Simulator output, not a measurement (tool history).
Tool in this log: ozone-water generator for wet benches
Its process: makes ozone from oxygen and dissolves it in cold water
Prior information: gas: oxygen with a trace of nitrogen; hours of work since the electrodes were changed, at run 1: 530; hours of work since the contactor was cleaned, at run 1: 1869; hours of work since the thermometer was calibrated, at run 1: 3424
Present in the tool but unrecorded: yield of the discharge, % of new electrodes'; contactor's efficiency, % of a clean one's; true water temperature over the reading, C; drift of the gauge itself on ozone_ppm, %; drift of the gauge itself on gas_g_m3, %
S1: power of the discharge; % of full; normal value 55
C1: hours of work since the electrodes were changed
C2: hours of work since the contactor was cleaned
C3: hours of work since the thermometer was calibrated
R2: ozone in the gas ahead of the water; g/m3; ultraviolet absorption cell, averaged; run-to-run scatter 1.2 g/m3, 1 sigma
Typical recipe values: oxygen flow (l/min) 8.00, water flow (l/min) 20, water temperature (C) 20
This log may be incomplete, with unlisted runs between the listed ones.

Run 1, hour 0.0: usual settings; C1 530; C2 1869; C3 3424. Result: dissolved ozone (ppm) 25.1, R2 212.0 g/m3.
Run 2, hour 74.0: usual settings; C1 577; C2 1916; C3 3470. Result: dissolved ozone (ppm) 24.8, R2 210.7 g/m3.
Run 3, hour 153.7: usual settings; C1 627; C2 1966; C3 3520. Result: dissolved ozone (ppm) 25.3, R2 211.3 g/m3.
Run 4, hour 193.6: usual settings but S1 72 % of full; C1 652; C2 1991; C3 3545. Result: dissolved ozone (ppm) 31.3, R2 262.4 g/m3.
Run 5, hour 269.2: usual settings but S1 72 % of full; C1 699; C2 2038; C3 3593. Result: dissolved ozone (ppm) 31.6, R2 262.7 g/m3.
Run 6, hour 345.8: usual settings but S1 72 % of full; C1 748; C2 2087; C3 3641. Result: dissolved ozone (ppm) 31.7, R2 261.8 g/m3.
Run 7, hour 391.0: usual settings but S1 72 % of full; C1 776; C2 2115; C3 3669. Result: dissolved ozone (ppm) 31.4, R2 262.2 g/m3.
Run 8, hour 426.6: usual settings but S1 72 % of full; C1 798; C2 2137; C3 3692. Result: dissolved ozone (ppm) 31.1, R2 262.0 g/m3.
Run 9, hour 471.6: usual settings but S1 72 % of full; C1 827; C2 2166; C3 3720. Result: dissolved ozone (ppm) 31.4, R2 262.2 g/m3.
Run 10, hour 522.3: usual settings but S1 59 % of full, oxygen flow (l/min) 4.59, water flow (l/min) 29, water temperature (C) 13; C1 859; C2 2197; C3 3752. Result: dissolved ozone (ppm) 19.5, R2 276.1 g/m3.
Run 11, hour 556.2: usual settings but S1 59 % of full, oxygen flow (l/min) 5.55, water flow (l/min) 29, water temperature (C) 19; C1 880; C2 2219; C3 3773. Result: dissolved ozone (ppm) 19.1, R2 253.9 g/m3.

Predict each of these 3 candidate next runs independently; none follows another, all start after run 11:
Run A, hour 593.0: usual settings but S1 91 % of full; C1 903; C2 2242; C3 3796. Result: dissolved ozone (ppm) ?, R2 ?.
Run B, hour 593.0: usual settings but S1 47 % of full, oxygen flow (l/min) 5.55, water flow (l/min) 29, water temperature (C) 19; C1 903; C2 2242; C3 3796. Result: dissolved ozone (ppm) ?, R2 ?.
Run C, hour 593.0: usual settings but S1 50 % of full, oxygen flow (l/min) 4.26; C1 903; C2 2242; C3 3796. Result: dissolved ozone (ppm) ?, R2 ?.

run  dissolved ozone (ppm)     R2
  A                   37.4  315.3
  B                   15.8  208.9
  C                   21.7  246.6
Take away the tool's hidden state, keep each run's random variation, and the runs would have read:
run  dissolved ozone (ppm)     R2
  A                   37.4  319.0
  B                   15.9  211.3
  C                   21.8  249.4
